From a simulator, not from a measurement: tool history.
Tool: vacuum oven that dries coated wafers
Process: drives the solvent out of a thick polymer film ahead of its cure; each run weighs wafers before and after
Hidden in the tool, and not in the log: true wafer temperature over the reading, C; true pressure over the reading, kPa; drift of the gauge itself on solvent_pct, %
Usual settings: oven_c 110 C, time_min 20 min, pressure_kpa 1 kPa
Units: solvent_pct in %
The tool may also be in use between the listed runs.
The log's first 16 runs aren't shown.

run	hour	oven_c	time_min	pressure_kpa	hours of work since the thermocouples were calibrated	hours of work since the vacuum gauge was cleaned of residue	solvent_pct
17	180	110	20	3.79	1469	267	6.86
18	192.9	109	20	1	1475	273	3.08
19	202.9	109	20	1	1480	278	3.19
20	218.2	118	20	1	1487	285	1.66
21	231.8	118	20	1	1494	292	1.81
22	246.3	110	26	0.91	1501	299	2.24
23	253.1	110	26	0.91	1504	302	2.25
24	262.9	98	21	2.22	1509	307	8.45
25	269.9	98	21	2.22	1512	310	8.56
26	284.9	120	11	2.22	1519	317	4.01
27	297.4	119	15	3.4	1525	323	4.69
28	310.7	119	15	3.4	1532	330	4.7
29	322	110	15	1.17	1537	335	4.37
30	335.2	110	20	1.95	1543	342	4.4
31	344.4	110	29	2.44	1548	346	4.33
32	356.9	108	20	1	1554	352	3.46
33	372.1	102	32	0.71	1561	359	2.88
34	383.6	117	20	1.79	1567	365	2.82
35	392.8	117	26	1.79	1571	369	2.52
36	406.1	121	16	3.46	1577	376	4.29
37	420.7	121	16	3.46	1584	383	4.32

Forecast each of these 5 alternatives for the next run:
A	436.2	110	11	0.7	1592	390	?
B	436.2	97	20	1	1592	390	?
C	436.2	104	20	1.84	1592	390	?
D	436.2	121	20	0.56	1592	390	?
E	436.2	100	20	0.92	1592	390	?

run	solvent_pct
A	5.16
B	6.98
C	5.92
D	1.05
E	5.61
Without the tool's hidden state the same runs would have given:
run	solvent_pct
A	4.04
B	5.58
C	4.7
D	0.69
E	4.33
